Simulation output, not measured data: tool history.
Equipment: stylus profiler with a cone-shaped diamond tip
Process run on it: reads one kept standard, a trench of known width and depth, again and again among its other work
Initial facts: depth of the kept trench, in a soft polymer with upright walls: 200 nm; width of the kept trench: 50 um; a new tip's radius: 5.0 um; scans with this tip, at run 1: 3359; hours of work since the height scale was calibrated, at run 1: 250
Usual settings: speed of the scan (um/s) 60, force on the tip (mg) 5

| run | hour | speed of the scan (um/s) | force on the tip (mg) | scans with this tip | hours of work since the height scale was calibrated | depth of the trench (angstrom) | width of the trench's floor (µm) |
|---|---|---|---|---|---|---|---|
| 1 | 0 | 60 | 5 | 3359 | 250 | 2043.1 | 46.91 |
| 2 | 17.5 | 60 | 5 | 3524 | 262 | 2042.7 | 46.93 |
| 3 | 31.3 | 60 | 5 | 3653 | 272 | 2042.7 | 46.97 |
| 4 | 43.1 | 60 | 7.78 | 3764 | 280 | 2057.1 | 46.94 |
| 5 | 63.6 | 60 | 5 | 3957 | 294 | 2042.7 | 46.92 |
| 6 | 88 | 60 | 5 | 4186 | 311 | 2042.8 | 46.93 |
| 7 | 116.6 | 60 | 5 | 4455 | 331 | 2042.8 | 46.91 |
| 8 | 135 | 60 | 8.99 | 4628 | 344 | 2063.2 | 46.94 |
| 9 | 162.7 | 60 | 8.99 | 4888 | 364 | 2063.2 | 46.91 |
| 10 | 179.3 | 98 | 8.99 | 5044 | 375 | 2063.3 | 46.88 |
|  | 182.4 | height scale calibrated on a step standard |
| 11 | 207.9 | 60 | 2.62 | 5308 | 18 | 2028.6 | 46.79 |
| 12 | 236.2 | 60 | 2.62 | 5574 | 38 | 2028.7 | 46.83 |
| 13 | 251.8 | 60 | 2.62 | 5721 | 49 | 2028.7 | 46.74 |
| 14 | 270.3 | 60 | 2.62 | 5895 | 61 | 2028.6 | 46.77 |
| 15 | 282.7 | 60 | 2.62 | 6012 | 70 | 2028.9 | 46.74 |
| 16 | 304.1 | 60 | 3.8 | 6213 | 85 | 2036.5 | 46.76 |
| 17 | 321.5 | 60 | 3.8 | 6376 | 97 | 2036.6 | 46.78 |
| 18 | 334.4 | 60 | 8.89 | 6498 | 106 | 2063.5 | 46.81 |
| 19 | 349.3 | 60 | 8.89 | 6638 | 117 | 2063.6 | 46.82 |
|  | 354.6 | height scale calibrated on a step standard, once more |
| 20 | 369.4 | 43 | 7.35 | 6822 | 10 | 2055.5 | 46.86 |
| 21 | 392.7 | 179 | 10.29 | 7041 | 27 | 2069.3 | 46.59 |
| 22 | 413 | 179 | 10.29 | 7231 | 41 | 2069.3 | 46.61 |
| 23 | 427.8 | 37 | 2.09 | 7371 | 51 | 2024.2 | 46.75 |
| 24 | 440.2 | 17 | 5 | 7488 | 60 | 2042.9 | 46.81 |
| 25 | 460 | 140 | 6.24 | 7673 | 74 | 2049.9 | 46.63 |
| 26 | 474.1 | 140 | 6.24 | 7806 | 84 | 2049.7 | 46.57 |
| 27 | 489.2 | 77 | 11.18 | 7948 | 94 | 2073.5 | 46.7 |
| 28 | 505.4 | 20 | 2.63 | 8100 | 105 | 2028.6 | 46.79 |
| 29 | 518.9 | 232 | 3.59 | 8227 | 115 | 2034.9 | 46.31 |
| 30 | 536.4 | 232 | 3.59 | 8392 | 127 | 2035 | 46.3 |
| 31 | 552.7 | 232 | 3.59 | 8545 | 138 | 2035 | 46.33 |

Across each entry between runs, compare the hidden state at the last listed run before it with the hidden state at the first listed run after it:
After run 10, before run 11: height scale calibrated on a step standard (hour 182.4)
  radius of the tip, um: 5.88 -> 5.93; height scale over the true one, %: 0.042 -> 0.062
  difference, measured minus the result without the unlogged condition, depth of the trench (angstrom): +0.8 -> +1.3; width of the trench's floor (µm): -0.24 -> -0.25
After run 19, before run 20: height scale calibrated on a step standard, once more (hour 354.6)
  radius of the tip, um: 6.2 -> 6.24; height scale over the true one, %: 0.077 -> 0.038
  difference, measured minus the result without the unlogged condition, depth of the trench (angstrom): +1.5 -> +0.8; width of the trench's floor (µm): -0.32 -> -0.33
